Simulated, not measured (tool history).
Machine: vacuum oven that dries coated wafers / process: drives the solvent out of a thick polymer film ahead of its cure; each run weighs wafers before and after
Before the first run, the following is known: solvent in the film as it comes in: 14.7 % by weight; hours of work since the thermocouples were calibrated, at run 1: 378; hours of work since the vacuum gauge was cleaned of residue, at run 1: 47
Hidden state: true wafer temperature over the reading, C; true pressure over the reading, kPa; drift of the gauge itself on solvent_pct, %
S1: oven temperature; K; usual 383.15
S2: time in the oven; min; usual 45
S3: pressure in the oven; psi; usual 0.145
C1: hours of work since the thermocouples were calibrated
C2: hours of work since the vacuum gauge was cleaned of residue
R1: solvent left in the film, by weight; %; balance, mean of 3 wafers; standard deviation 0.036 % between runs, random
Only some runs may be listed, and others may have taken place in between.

run	hour	S1	S2	S3	C1	C2	R1
1	0	383.15	45	0.145	378	47	1.09
2	17.4	383.15	45	0.145	390	59	1.1
3	59.8	383.15	45	0.145	420	90	1.05
4	101.1	383.15	54	0.145	450	119	0.76
5	135.2	383.15	37	0.145	474	143	1.63
6	168.9	383.15	37	0.145	498	167	1.56
# hour 174.3: oven's thermocouples calibrated
7	201.7	383.15	37	0.131	20	189	1.54
8	223.2	383.15	37	0.131	35	205	1.68
9	250.6	383.15	37	0.131	54	224	1.61
10	280.8	383.15	37	0.131	76	246	1.65

Predict each of these 5 candidate next runs independently; none follows another, all start after run 10:
A	310.7	372.15	37	0.313	97	267	?
B	310.7	383.15	51	0.131	97	267	?
C	310.7	379.15	37	0.445	97	267	?
D	310.7	396.15	37	0.135	97	267	?
E	310.7	384.15	37	0.131	97	267	?

run	R1
A	3.68
B	0.88
C	2.77
D	0.55
E	1.54
With the hidden condition removed and each run's random variation left untouched, the same runs would have given:
run	R1
A	3.34
B	0.73
C	2.48
D	0.46
E	1.32

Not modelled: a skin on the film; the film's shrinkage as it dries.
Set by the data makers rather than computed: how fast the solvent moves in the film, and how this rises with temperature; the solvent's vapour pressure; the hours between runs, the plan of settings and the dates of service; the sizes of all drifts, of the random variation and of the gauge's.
